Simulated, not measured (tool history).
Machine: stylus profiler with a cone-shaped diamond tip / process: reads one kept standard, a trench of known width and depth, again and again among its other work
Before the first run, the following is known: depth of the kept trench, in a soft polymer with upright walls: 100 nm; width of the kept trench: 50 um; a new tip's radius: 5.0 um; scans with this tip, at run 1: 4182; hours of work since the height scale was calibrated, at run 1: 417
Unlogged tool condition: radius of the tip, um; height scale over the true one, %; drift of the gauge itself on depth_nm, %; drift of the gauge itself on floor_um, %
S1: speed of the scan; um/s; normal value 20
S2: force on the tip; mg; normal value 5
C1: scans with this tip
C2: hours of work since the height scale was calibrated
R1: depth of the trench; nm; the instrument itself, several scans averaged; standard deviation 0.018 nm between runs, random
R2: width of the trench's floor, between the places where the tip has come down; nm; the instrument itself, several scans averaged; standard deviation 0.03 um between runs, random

run	hour	S1	S2	C1	C2	R1	R2
1	0	20	5	4182	417	100.76	47330
2	98.3	20	5	4926	491	100.72	47140
3	186.1	20	5	5592	558	100.7	47070
4	283	20	5	6326	631	100.7	46970
5	393.6	20	5	7164	714	100.67	46840
6	498	20	5	7955	793	100.63	46750
7	563.6	20	5	8452	843	100.59	46720
# hour 571.7: new tip fitted, height scale calibrated
8	627	20	5	419	42	100.94	47830
9	681.3	20	5	830	83	100.89	47750
10	767.1	20	5.29	1480	148	100.92	47620
11	856.3	7	11.85	2156	215	101.57	47600
12	933.4	13	13.19	2741	273	101.65	47510
# hour 944.8: height scale calibrated on a step standard
13	1021.9	21	4.36	3408	58	100.71	47320
14	1089.1	21	5.84	3917	109	100.9	47240
# hour 1187.5: height scale calibrated on a step standard, once more
15	1193.5	21	6.13	4704	5	101.06	47150
16	1302.9	21	6.13	5534	87	101.04	46990
17	1407.9	54	3.79	6329	167	100.72	46670
18	1511.2	15	3.2	7112	245	100.61	46770
19	1573.4	44	1.94	7583	292	100.4	46510

What if the next run were any one of these 5? Each begins from the tool's condition after run 19:
A	1631.2	44	1.81	8022	335	?	?
B	1631.2	26	5.27	8022	335	?	?
C	1631.2	28	5.4	8022	335	?	?
D	1631.2	14	12.82	8022	335	?	?
E	1631.2	6	12.09	8022	335	?	?

run	R1	R2
A	100.36	46500
B	100.85	46630
C	100.87	46590
D	101.62	46710
E	101.53	46730
Without the tool's hidden state the same runs would have given:
run	R1	R2
A	100.45	47730
B	100.94	47870
C	100.96	47830
D	101.71	47950
E	101.61	47960

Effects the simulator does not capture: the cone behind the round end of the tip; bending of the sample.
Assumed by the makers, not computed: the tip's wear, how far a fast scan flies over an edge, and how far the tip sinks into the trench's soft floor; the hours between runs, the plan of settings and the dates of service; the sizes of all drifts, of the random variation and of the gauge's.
